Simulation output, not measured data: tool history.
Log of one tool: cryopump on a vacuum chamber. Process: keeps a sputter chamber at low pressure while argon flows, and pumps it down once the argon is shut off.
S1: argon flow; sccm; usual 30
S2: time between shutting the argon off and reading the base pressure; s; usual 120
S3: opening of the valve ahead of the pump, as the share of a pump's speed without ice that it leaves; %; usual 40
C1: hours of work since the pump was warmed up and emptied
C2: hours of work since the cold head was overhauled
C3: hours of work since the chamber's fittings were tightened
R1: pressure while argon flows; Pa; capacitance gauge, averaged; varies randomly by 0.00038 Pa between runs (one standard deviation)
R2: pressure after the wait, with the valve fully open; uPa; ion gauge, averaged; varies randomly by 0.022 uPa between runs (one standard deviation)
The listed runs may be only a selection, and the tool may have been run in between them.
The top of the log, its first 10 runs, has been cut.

| run | hour | S1 | S2 | S3 | C1 | C2 | C3 | R1 | R2 |
|---|---|---|---|---|---|---|---|---|---|
|  | 660.7 | pump warmed up, emptied and cooled again |
| 11 | 713.8 | 30 | 223 | 40 | 41 | 1673 | 551 | 0.0604 | 0.65 |
| 12 | 785.5 | 30 | 223 | 40 | 97 | 1728 | 607 | 0.0619 | 0.64 |
| 13 | 839.4 | 26 | 120 | 40 | 139 | 1770 | 649 | 0.0531 | 0.90 |
| 14 | 908.8 | 30 | 50 | 40 | 193 | 1824 | 703 | 0.0624 | 1.67 |
| 15 | 981.3 | 30 | 50 | 40 | 249 | 1881 | 759 | 0.0629 | 1.66 |
| 16 | 1061.6 | 30 | 207 | 40 | 312 | 1943 | 821 | 0.0634 | 0.79 |
| 17 | 1104.9 | 30 | 207 | 40 | 345 | 1977 | 855 | 0.0644 | 0.85 |
| 18 | 1181.0 | 30 | 207 | 40 | 405 | 2036 | 914 | 0.0655 | 0.85 |
| 19 | 1258.1 | 30 | 26 | 40 | 464 | 2096 | 974 | 0.0652 | 2.84 |
| 20 | 1305.6 | 30 | 26 | 40 | 501 | 2133 | 1011 | 0.0659 | 2.92 |
|  | 1317.3 | pump warmed up, emptied and cooled again |
| 21 | 1358.0 | 58 | 62 | 39 | 32 | 2170 | 1048 | 0.1192 | 1.51 |
| 22 | 1455.2 | 58 | 62 | 18 | 107 | 2245 | 1124 | 0.2609 | 1.58 |
| 23 | 1503.3 | 26 | 196 | 40 | 145 | 2283 | 1161 | 0.0531 | 0.93 |
| 24 | 1586.9 | 26 | 196 | 40 | 210 | 2348 | 1226 | 0.0545 | 0.97 |
| 25 | 1658.0 | 26 | 196 | 40 | 265 | 2403 | 1281 | 0.0553 | 1.03 |
| 26 | 1748.6 | 16 | 266 | 52 | 335 | 2473 | 1352 | 0.0273 | 0.97 |
| 27 | 1812.0 | 28 | 48 | 17 | 385 | 2523 | 1401 | 0.1357 | 1.93 |
| 28 | 1878.1 | 28 | 48 | 17 | 436 | 2574 | 1452 | 0.1371 | 2.01 |
| 29 | 1935.7 | 28 | 32 | 22 | 481 | 2619 | 1497 | 0.1074 | 2.79 |
|  | 1974.1 | pump warmed up, emptied and cooled again |
| 30 | 1984.9 | 24 | 25 | 16 | 8 | 2653 | 1532 | 0.1207 | 3.18 |
| 31 | 2036.8 | 52 | 120 | 41 | 49 | 2694 | 1572 | 0.1032 | 1.24 |
| 32 | 2089.9 | 43 | 120 | 41 | 90 | 2735 | 1613 | 0.0858 | 1.25 |
| 33 | 2175.0 | 39 | 120 | 44 | 156 | 2801 | 1679 | 0.0731 | 1.30 |

4 options for the next run, each taken on its own from the tool as it stands now. Forecast them:
| A | 2223.8 | 30 | 69 | 52 | 194 | 2839 | 1717 | ? | ? |
| B | 2223.8 | 39 | 189 | 46 | 194 | 2839 | 1717 | ? | ? |
| C | 2223.8 | 39 | 120 | 50 | 194 | 2839 | 1717 | ? | ? |
| D | 2223.8 | 57 | 26 | 32 | 194 | 2839 | 1717 | ? | ? |

| run | R1 | R2 |
|---|---|---|
| A | 0.0488 | 1.75 |
| B | 0.0709 | 1.24 |
| C | 0.0663 | 1.37 |
| D | 0.1475 | 3.12 |
Without the tool's unlogged condition, the same runs would have read:
| run | R1 | R2 |
|---|---|---|
| A | 0.0462 | 1.03 |
| B | 0.0675 | 0.49 |
| C | 0.0629 | 0.65 |
| D | 0.1426 | 2.41 |

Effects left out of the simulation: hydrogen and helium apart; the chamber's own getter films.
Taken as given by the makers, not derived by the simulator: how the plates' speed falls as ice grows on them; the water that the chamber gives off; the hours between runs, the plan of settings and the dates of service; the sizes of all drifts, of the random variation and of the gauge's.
